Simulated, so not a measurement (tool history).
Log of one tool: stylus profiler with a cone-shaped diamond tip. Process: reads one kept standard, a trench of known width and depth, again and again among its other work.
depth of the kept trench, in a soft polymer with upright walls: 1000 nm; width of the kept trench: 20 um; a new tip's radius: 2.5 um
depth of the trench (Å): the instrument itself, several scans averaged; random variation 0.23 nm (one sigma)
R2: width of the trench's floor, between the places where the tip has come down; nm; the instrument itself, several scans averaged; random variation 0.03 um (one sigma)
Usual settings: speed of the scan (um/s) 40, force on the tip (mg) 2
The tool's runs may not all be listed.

run 1 hour=0 | speed_of_the_scan_(um/s)=40 force_on_the_tip_(mg)=2 | depth_of_the_trench_(Å)=10081.8 R2=15640
run 2 hour=41 | speed_of_the_scan_(um/s)=40 force_on_the_tip_(mg)=2 | depth_of_the_trench_(Å)=10081.5 R2=15620
run 3 hour=80.4 | speed_of_the_scan_(um/s)=40 force_on_the_tip_(mg)=2 | depth_of_the_trench_(Å)=10082.6 R2=15600
run 4 hour=103.7 | speed_of_the_scan_(um/s)=40 force_on_the_tip_(mg)=3.37 | depth_of_the_trench_(Å)=10113.3 R2=15580
run 5 hour=147.3 | speed_of_the_scan_(um/s)=40 force_on_the_tip_(mg)=3.37 | depth_of_the_trench_(Å)=10114.8 R2=15550
run 6 hour=201.4 | speed_of_the_scan_(um/s)=40 force_on_the_tip_(mg)=2 | depth_of_the_trench_(Å)=10079 R2=15470
run 7 hour=243.9 | speed_of_the_scan_(um/s)=40 force_on_the_tip_(mg)=2 | depth_of_the_trench_(Å)=10074.2 R2=15480
run 8 hour=298.1 | speed_of_the_scan_(um/s)=40 force_on_the_tip_(mg)=2 | depth_of_the_trench_(Å)=10077.9 R2=15410
run 9 hour=352.8 | speed_of_the_scan_(um/s)=58 force_on_the_tip_(mg)=2 | depth_of_the_trench_(Å)=10073.5 R2=15320
run 10 hour=382 | speed_of_the_scan_(um/s)=58 force_on_the_tip_(mg)=2 | depth_of_the_trench_(Å)=10071.6 R2=15270
run 11 hour=409.4 | speed_of_the_scan_(um/s)=58 force_on_the_tip_(mg)=2 | depth_of_the_trench_(Å)=10072.6 R2=15260
run 12 hour=442.6 | speed_of_the_scan_(um/s)=58 force_on_the_tip_(mg)=2 | depth_of_the_trench_(Å)=10071.8 R2=15230
run 13 hour=469.5 | speed_of_the_scan_(um/s)=58 force_on_the_tip_(mg)=2 | depth_of_the_trench_(Å)=10070.1 R2=15230
run 14 hour=493.7 | speed_of_the_scan_(um/s)=32 force_on_the_tip_(mg)=0.97 | depth_of_the_trench_(Å)=10040.4 R2=15210
run 15 hour=549.7 | speed_of_the_scan_(um/s)=32 force_on_the_tip_(mg)=0.97 | depth_of_the_trench_(Å)=10037.8 R2=15230
run 16 hour=590.2 | speed_of_the_scan_(um/s)=12 force_on_the_tip_(mg)=2.49 | depth_of_the_trench_(Å)=10081.6 R2=15360
run 17 hour=643 | speed_of_the_scan_(um/s)=12 force_on_the_tip_(mg)=2.49 | depth_of_the_trench_(Å)=10081.3 R2=15270
run 18 hour=673.2 | speed_of_the_scan_(um/s)=33 force_on_the_tip_(mg)=2 | depth_of_the_trench_(Å)=10065.6 R2=15200

Forecast each of these 5 alternatives for the next run:
run A hour=705.2 | speed_of_the_scan_(um/s)=119 force_on_the_tip_(mg)=1.82 | depth_of_the_trench_(Å)=? R2=?
run B hour=705.2 | speed_of_the_scan_(um/s)=24 force_on_the_tip_(mg)=2 | depth_of_the_trench_(Å)=? R2=?
run C hour=705.2 | speed_of_the_scan_(um/s)=35 force_on_the_tip_(mg)=3.65 | depth_of_the_trench_(Å)=? R2=?
run D hour=705.2 | speed_of_the_scan_(um/s)=147 force_on_the_tip_(mg)=1.76 | depth_of_the_trench_(Å)=? R2=?
run E hour=705.2 | speed_of_the_scan_(um/s)=49 force_on_the_tip_(mg)=2.33 | depth_of_the_trench_(Å)=? R2=?

run=A depth_of_the_trench_(Å)=10062.1 R2=14790
run=B depth_of_the_trench_(Å)=10068.6 R2=15200
run=C depth_of_the_trench_(Å)=10114.3 R2=15250
run=D depth_of_the_trench_(Å)=10061 R2=14640
run=E depth_of_the_trench_(Å)=10074.1 R2=15130
Without the tool's hidden state the same runs would have given:
run=A depth_of_the_trench_(Å)=10079.6 R2=15470
run=B depth_of_the_trench_(Å)=10086.1 R2=15880
run=C depth_of_the_trench_(Å)=10132 R2=15930
run=D depth_of_the_trench_(Å)=10078.5 R2=15320
run=E depth_of_the_trench_(Å)=10091.7 R2=15810

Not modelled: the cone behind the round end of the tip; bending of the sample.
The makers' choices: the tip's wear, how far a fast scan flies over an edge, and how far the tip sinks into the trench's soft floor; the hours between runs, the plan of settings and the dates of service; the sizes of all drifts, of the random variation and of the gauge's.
